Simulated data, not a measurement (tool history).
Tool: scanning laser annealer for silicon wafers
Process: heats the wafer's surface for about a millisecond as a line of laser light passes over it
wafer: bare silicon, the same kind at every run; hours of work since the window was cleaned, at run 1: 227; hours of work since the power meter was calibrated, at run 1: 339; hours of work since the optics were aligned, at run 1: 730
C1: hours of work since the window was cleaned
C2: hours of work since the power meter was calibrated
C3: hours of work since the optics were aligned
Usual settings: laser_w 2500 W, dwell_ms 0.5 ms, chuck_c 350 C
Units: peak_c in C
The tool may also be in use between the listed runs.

run 1 hour=0 | laser_w=2500 dwell_ms=0.5 chuck_c=350 | C1=227 C2=339 C3=730 | peak_c=1084
run 2 hour=14.2 | laser_w=2500 dwell_ms=0.527 chuck_c=350 | C1=237 C2=349 C3=740 | peak_c=1107
run 3 hour=24 | laser_w=2500 dwell_ms=0.5 chuck_c=352 | C1=244 C2=356 C3=747 | peak_c=1087
run 4 hour=32.8 | laser_w=2500 dwell_ms=0.5 chuck_c=352 | C1=250 C2=362 C3=753 | peak_c=1084
run 5 hour=52.5 | laser_w=2500 dwell_ms=0.5 chuck_c=350 | C1=264 C2=376 C3=767 | peak_c=1081
run 6 hour=65.4 | laser_w=2500 dwell_ms=0.5 chuck_c=350 | C1=273 C2=385 C3=776 | peak_c=1085
run 7 hour=75.9 | laser_w=2500 dwell_ms=0.5 chuck_c=350 | C1=281 C2=393 C3=784 | peak_c=1086
run 8 hour=96.5 | laser_w=2500 dwell_ms=0.5 chuck_c=350 | C1=295 C2=407 C3=798 | peak_c=1086
run 9 hour=117 | laser_w=2500 dwell_ms=0.5 chuck_c=350 | C1=310 C2=422 C3=813 | peak_c=1084
run 10 hour=136.5 | laser_w=2500 dwell_ms=0.5 chuck_c=350 | C1=323 C2=435 C3=826 | peak_c=1082
run 11 hour=155.9 | laser_w=2500 dwell_ms=0.5 chuck_c=313 | C1=337 C2=449 C3=840 | peak_c=1045
run 12 hour=165.5 | laser_w=2500 dwell_ms=0.5 chuck_c=313 | C1=344 C2=456 C3=847 | peak_c=1048
run 13 hour=186.2 | laser_w=2500 dwell_ms=0.5 chuck_c=360 | C1=358 C2=470 C3=861 | peak_c=1093
run 14 hour=200.7 | laser_w=2500 dwell_ms=0.5 chuck_c=360 | C1=368 C2=481 C3=872 | peak_c=1092
run 15 hour=209.9 | laser_w=2491 dwell_ms=0.562 chuck_c=341 | C1=375 C2=487 C3=878 | peak_c=1123
run 16 hour=219.7 | laser_w=2193 dwell_ms=0.441 chuck_c=350 | C1=382 C2=494 C3=885 | peak_c=929
run 17 hour=236.6 | laser_w=2193 dwell_ms=0.449 chuck_c=383 | C1=394 C2=506 C3=897 | peak_c=964
run 18 hour=256.2 | laser_w=2650 dwell_ms=0.498 chuck_c=377 | C1=408 C2=520 C3=911 | peak_c=1161
run 19 hour=276.8 | laser_w=2339 dwell_ms=0.412 chuck_c=374 | C1=422 C2=534 C3=925 | peak_c=975
run 20 hour=292.8 | laser_w=2608 dwell_ms=0.575 chuck_c=350 | C1=433 C2=545 C3=936 | peak_c=1191
run 21 hour=309.3 | laser_w=2259 dwell_ms=0.595 chuck_c=381 | C1=445 C2=557 C3=948 | peak_c=1096
-- hour=316.6 window over the wafer cleaned
run 22 hour=327.9 | laser_w=2259 dwell_ms=0.595 chuck_c=381 | C1=8 C2=569 C3=960 | peak_c=1095
run 23 hour=339.4 | laser_w=2259 dwell_ms=0.595 chuck_c=381 | C1=16 C2=577 C3=968 | peak_c=1096
run 24 hour=354.4 | laser_w=2259 dwell_ms=0.595 chuck_c=383 | C1=27 C2=587 C3=978 | peak_c=1096
run 25 hour=367.5 | laser_w=2401 dwell_ms=0.362 chuck_c=387 | C1=36 C2=597 C3=988 | peak_c=963

3 ways to go on from here, each from the tool as it stands after run 25. What would each give?
run A hour=384.3 | laser_w=2537 dwell_ms=0.512 chuck_c=361 | C1=48 C2=608 C3=1000 | peak_c=?
run B hour=384.3 | laser_w=2659 dwell_ms=0.376 chuck_c=316 | C1=48 C2=608 C3=1000 | peak_c=?
run C hour=384.3 | laser_w=2260 dwell_ms=0.585 chuck_c=327 | C1=48 C2=608 C3=1000 | peak_c=?

run=A peak_c=1118
run=B peak_c=986
run=C peak_c=1034
Without the tool's hidden state the same runs would have given:
run=A peak_c=1118
run=B peak_c=986
run=C peak_c=1034

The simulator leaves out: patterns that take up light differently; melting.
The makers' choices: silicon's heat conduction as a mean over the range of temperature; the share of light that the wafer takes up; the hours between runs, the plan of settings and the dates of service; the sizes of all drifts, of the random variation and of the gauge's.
